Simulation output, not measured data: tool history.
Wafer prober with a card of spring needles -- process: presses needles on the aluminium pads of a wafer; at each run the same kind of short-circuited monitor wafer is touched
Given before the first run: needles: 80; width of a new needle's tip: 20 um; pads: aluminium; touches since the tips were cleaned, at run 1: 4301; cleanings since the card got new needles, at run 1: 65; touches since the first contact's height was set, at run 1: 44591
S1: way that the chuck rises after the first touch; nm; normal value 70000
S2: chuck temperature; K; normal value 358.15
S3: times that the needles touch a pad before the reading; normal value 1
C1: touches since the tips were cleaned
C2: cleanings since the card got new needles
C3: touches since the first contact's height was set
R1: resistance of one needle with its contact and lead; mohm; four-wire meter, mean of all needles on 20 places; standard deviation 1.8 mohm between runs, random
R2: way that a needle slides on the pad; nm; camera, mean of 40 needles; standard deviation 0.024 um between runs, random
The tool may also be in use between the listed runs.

run   hour     S1      S2  S3    C1   C2      C3   R1    R2
  1      0  70000  358.15   1  4301   65   44591  560  9070
       4.1  -- tips cleaned on abrasive film
  2   12.7  70000  329.15   1  4993   66   51935  599  9100
        14  -- tips cleaned on abrasive film
      24.7  -- tips cleaned on abrasive film
  3   31.6  70000  358.15   1  4020   68   62807  530  9050
      35.2  -- tips cleaned on abrasive film
      45.6  -- tips cleaned on abrasive film
  4     47  70000  358.15   1   815   70   71671  332  9060
      55.5  -- tips cleaned on abrasive film
        67  -- tips cleaned on abrasive film
  5   67.1  70000  358.15   1    56   72   83250  244  8980
      76.9  -- tips cleaned on abrasive film
        88  -- tips cleaned on abrasive film
  6   90.4  70000  358.15   1  1436   74   96714  368  8980
      99.3  -- tips cleaned on abrasive film
  7  108.5  70000  358.15   1  5339   75  107159  637  8930
     110.1  -- tips cleaned on abrasive film
       121  -- tips cleaned on abrasive film
  8  128.3  70000  358.15   1  4271   77  118594  591  8920
     131.6  -- tips cleaned on abrasive film
  9  139.2  70000  358.15   1  4416   78  124864  622  8920
     141.9  -- tips cleaned on abrasive film
     149.2  -- height of the first contact set anew
     152.4  -- tips cleaned on abrasive film
 10  157.7  70000  358.15   1  3063   80    4861  500  9170
     162.7  -- tips cleaned on abrasive film
     173.5  -- tips cleaned on abrasive film
 11    175  70000  358.15   1   866   82   14826  329  9160
     183.2  -- tips cleaned on abrasive film
     193.5  -- tips cleaned on abrasive film
 12  194.5  70000  358.15   1   590   84   26085  311  9110
     204.6  -- tips cleaned on abrasive film
 13  213.7  70000  358.15   1  5255   85   37181  628  9080
     215.8  -- tips cleaned on abrasive film
     225.7  -- tips cleaned on abrasive film
 14  234.8  70000  322.15   1  5345   87   49393  669  9060
     236.9  -- tips cleaned on abrasive film
     246.6  -- tips cleaned on abrasive film
 15    250  70000  358.15   3  1964   89   58069  271  9020
     257.5  -- tips cleaned on abrasive film
 16  262.6  70000  358.15   1  2986   90   65400  548  9010
     267.7  -- tips cleaned on abrasive film
     278.3  -- tips cleaned on abrasive film
 17  279.2  74000  358.15   1   527   92   74908  287  9540
     288.7  -- tips cleaned on abrasive film
 18  292.4  75000  358.15   1  2125   93   82533  418  9620
     298.5  -- tips cleaned on abrasive film
     309.2  -- tips cleaned on abrasive film
 19    311  75000  358.15   1  1036   95   93253  348  9650
     319.7  -- tips cleaned on abrasive film
 20  324.9  69000  390.15   1  3032   96  101281  526  8810
     329.5  -- tips cleaned on abrasive film
       341  -- tips cleaned on abrasive film
 21  344.1  71000  390.15   3  1809   98  112360  285  8980
     351.6  -- tips cleaned on abrasive film
 22  360.8  77000  332.15   2  5355   99  122011  454  9790
     362.9  -- tips cleaned on abrasive film
     373.2  -- tips cleaned on abrasive film
     375.4  -- height of the first contact set anew
 23  381.9  57000  358.15   3  4877  101    3782  439  7510
       384  -- tips cleaned on abrasive film
     394.2  -- tips cleaned on abrasive film
     404.4  -- tips cleaned on abrasive film
 24  405.6  63000  320.15   2   730  104   17419  294  8210
     414.3  -- tips cleaned on abrasive film
 25  418.7  63000  320.15   2  2533  105   24959  426  8190
     426.3  -- tips cleaned on abrasive film
 26  435.5  51000  377.15   2  5380  106   34690  731  6600
     437.4  -- tips cleaned on abrasive film
     447.4  -- tips cleaned on abrasive film
 27  451.3  51000  376.15   2  2264  108   43782  509  6610
     459.2  -- tips cleaned on abrasive film
 28  466.3  51000  376.15   2  4135  109   52451  681  6580
     469.3  -- tips cleaned on abrasive film
     480.6  -- tips cleaned on abrasive film
 29    484  51000  376.15   2  1963  111   62623  467  6520
     492.3  -- tips cleaned on abrasive film
 30  500.4  51000  376.15   2  4704  112   72122  725  6540
     502.7  -- tips cleaned on abrasive film
 31  511.5  60000  309.15   3  5149  113   78543  473  7720
     512.8  -- tips cleaned on abrasive film
     523.4  -- tips cleaned on abrasive film
 32  523.9  61000  358.15   1   302  115   85618  310  7780

Hidden state or all else? Some run-to-run changes of R1, split into what the settings, what came in and random variation would give without the hidden state, and what is left for the hidden state (with any gauge scatter that isn't in both results):
Unlogged tool condition in this case: debris on the tips, nm; way that the needles fall short of the set height, um; tips' diameter, um; drift of the gauge itself on contact_mohm, %; drift of the gauge itself on scrub_um, %.
Run 12 -> 13: tips cleaned on abrasive film. R1 +317 mohm: hidden state +317, all else +0.
Run 14 -> 15: S2 322.15 -> 358.15, S3 1 -> 3, tips cleaned on abrasive film, tips cleaned on abrasive film. R1 -398 mohm: hidden state -406, all else +8.
Run 25 -> 26: S1 63000 -> 51000, S2 320.15 -> 377.15, tips cleaned on abrasive film. R1 +305 mohm: hidden state +283, all else +22.
